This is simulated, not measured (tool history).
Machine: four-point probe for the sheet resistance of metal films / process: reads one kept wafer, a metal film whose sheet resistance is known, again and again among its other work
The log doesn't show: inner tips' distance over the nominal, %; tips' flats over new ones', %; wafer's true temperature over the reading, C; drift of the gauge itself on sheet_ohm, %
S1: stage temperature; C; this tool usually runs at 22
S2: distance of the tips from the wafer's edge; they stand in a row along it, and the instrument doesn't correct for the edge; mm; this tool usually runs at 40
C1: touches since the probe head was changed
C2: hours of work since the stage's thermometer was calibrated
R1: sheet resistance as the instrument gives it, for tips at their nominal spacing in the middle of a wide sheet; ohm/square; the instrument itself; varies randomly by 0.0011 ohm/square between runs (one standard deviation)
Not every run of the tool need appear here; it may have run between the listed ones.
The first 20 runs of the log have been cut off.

run   hour  S1  S2    C1    C2        R1
 21  231.3  22  40  5322  1188  5.672549
 22  244.0  22  40  5498  1194  5.670716
 23  257.8  22  25  5690  1201  5.674565
 24  264.8  22  25  5788  1205  5.672740
 25  272.0  22  25  5887  1208  5.674493
 26  279.0  22  25  5985  1212  5.675040
 27  286.3  28  30  6086  1215  5.681274
 28  299.7  24   5  6272  1222  5.725997
 29  307.7  25   4  6384  1226  5.754332
 30  318.5  25   4  6533  1231  5.755461

The next listed run, before its measurement:
 31  330.3  25   4  6697  1237   ?

R1: 5.752764 ohm/square
Minus the tool's unlogged condition, the same run would have read R1 5.736426 ohm/square.
